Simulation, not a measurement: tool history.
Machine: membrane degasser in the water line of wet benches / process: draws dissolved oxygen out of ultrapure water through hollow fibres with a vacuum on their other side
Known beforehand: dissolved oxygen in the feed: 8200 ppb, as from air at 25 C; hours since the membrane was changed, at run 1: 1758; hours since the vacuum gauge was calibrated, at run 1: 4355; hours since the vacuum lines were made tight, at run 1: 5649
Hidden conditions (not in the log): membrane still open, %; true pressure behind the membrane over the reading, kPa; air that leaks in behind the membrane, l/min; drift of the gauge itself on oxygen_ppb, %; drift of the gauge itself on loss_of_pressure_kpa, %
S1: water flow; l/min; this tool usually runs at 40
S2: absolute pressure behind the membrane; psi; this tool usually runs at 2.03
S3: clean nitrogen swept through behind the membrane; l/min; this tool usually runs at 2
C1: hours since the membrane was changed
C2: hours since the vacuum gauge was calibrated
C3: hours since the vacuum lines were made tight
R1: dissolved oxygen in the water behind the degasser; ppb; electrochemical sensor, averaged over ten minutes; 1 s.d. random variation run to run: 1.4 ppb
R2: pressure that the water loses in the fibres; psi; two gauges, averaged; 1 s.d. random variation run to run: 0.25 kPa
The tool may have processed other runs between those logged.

run	day	S1	S2	S3	C1	C2	C3	R1	R2
1	0	40	2.03	2	1758	4355	5649	464.9	9.517
2	2.742	40	2.03	2	1823	4421	5715	466.4	9.572
3	5.638	40	2.03	0.82	1893	4490	5784	935.4	9.609
4	8.896	40	2.03	0.82	1971	4568	5863	926.7	9.6
# day 11.879: vacuum gauge calibrated
5	12.7	40	2.03	0.82	2062	20	5953	927.2	9.543
6	15.554	40	2.03	3.16	2130	88	6022	315.1	9.577
7	19.779	40	4.15	2	2232	190	6123	1023	9.601
8	21.625	40	2.03	2	2276	234	6168	466.5	9.623
9	23.988	40	2.03	2	2333	291	6224	468.2	9.678
10	26.808	40	2.03	1.31	2400	358	6292	655.2	9.722
11	29.1	40	2.03	1.31	2455	413	6347	659.2	9.599
12	32.8	40	2.03	2	2544	502	6436	467.2	9.619
13	35.938	40	2.03	2	2620	577	6511	464.1	9.62
14	38.375	40	2.03	2	2678	636	6570	467.5	9.648
15	41.467	40	2.03	2	2752	710	6644	465.6	9.723

Run 16 is up next; what results do you expect?
16	43.625	40	2.03	2	2804	762	6696	?	?

Run 16 gave R1 466.4 ppb, R2 9.603 psi.
If the tool had no hidden condition, the same run with the same run-to-run variation would have returned R1 466.3 ppb, R2 9.525 psi.

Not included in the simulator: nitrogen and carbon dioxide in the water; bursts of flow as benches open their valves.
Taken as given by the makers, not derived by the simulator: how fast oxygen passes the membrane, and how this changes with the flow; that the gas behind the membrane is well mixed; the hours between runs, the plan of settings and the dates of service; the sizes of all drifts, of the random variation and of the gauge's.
